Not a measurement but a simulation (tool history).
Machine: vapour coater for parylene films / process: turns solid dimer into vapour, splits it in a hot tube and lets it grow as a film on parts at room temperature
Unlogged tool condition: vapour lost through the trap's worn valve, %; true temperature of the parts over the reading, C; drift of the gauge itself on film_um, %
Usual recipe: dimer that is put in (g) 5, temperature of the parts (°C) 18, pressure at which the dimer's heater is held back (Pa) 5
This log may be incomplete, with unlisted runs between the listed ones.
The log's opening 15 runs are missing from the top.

run	hour	dimer that is put in (g)	temperature of the parts (°C)	pressure at which the dimer's heater is held back (Pa)	hours of work since the trap's valve was overhauled	hours of work since the table's thermometer was calibrated	thickness of the film (µm)
16	186.3	5	18	2.84	270	116	2.78
17	203.7	5	18	2.84	280	127	2.68
18	215.5	5	18	2.84	287	133	2.73
# hour 221.2: trap's valve overhauled
19	230.6	5	10	5	5	140	3.15
20	239	5	18	9.25	10	145	2.07
21	255.7	5	18	9.25	20	154	2.1
22	272.5	2	18	9.25	30	164	0.84
# hour 281.8: trap's valve overhauled, once more
23	286.7	2	18	9.25	3	170	0.93
24	305.1	5	18	9.25	14	181	2.28
25	321.7	5	18	4.79	23	191	2.63
26	332.9	5	17	4.79	30	197	2.69
27	349.8	2	15	2.1	40	207	1.38
28	359.4	2	15	2.1	45	212	1.4
29	368.9	7	18	9.42	51	218	3.23
30	385.4	2	18	5.45	60	228	0.99
31	394	5	18	5.45	65	233	2.53
32	409.9	7	22	5.56	74	242	3.11
33	420.4	3	23	3.03	81	248	1.42
34	430.8	3	19	5.22	87	254	1.45
35	448.5	3	19	5.22	97	264	1.44
36	467.5	3	19	5.22	108	275	1.48
37	477.8	5	18	5.35	114	281	2.51

Predict each of these 5 candidate next runs independently; none follows another, all start after run 37:
A	491.3	7	18	5	122	289	?
B	491.3	3	18	5.35	122	289	?
C	491.3	9	18	3.7	122	289	?
D	491.3	5	17	5.35	122	289	?
E	491.3	5	18	2.58	122	289	?

run	thickness of the film (µm)
A	3.56
B	1.54
C	4.94
D	2.57
E	2.95
Without the tool's hidden state the same runs would have given:
run	thickness of the film (µm)
A	3.69
B	1.59
C	5.13
D	2.67
E	3.06

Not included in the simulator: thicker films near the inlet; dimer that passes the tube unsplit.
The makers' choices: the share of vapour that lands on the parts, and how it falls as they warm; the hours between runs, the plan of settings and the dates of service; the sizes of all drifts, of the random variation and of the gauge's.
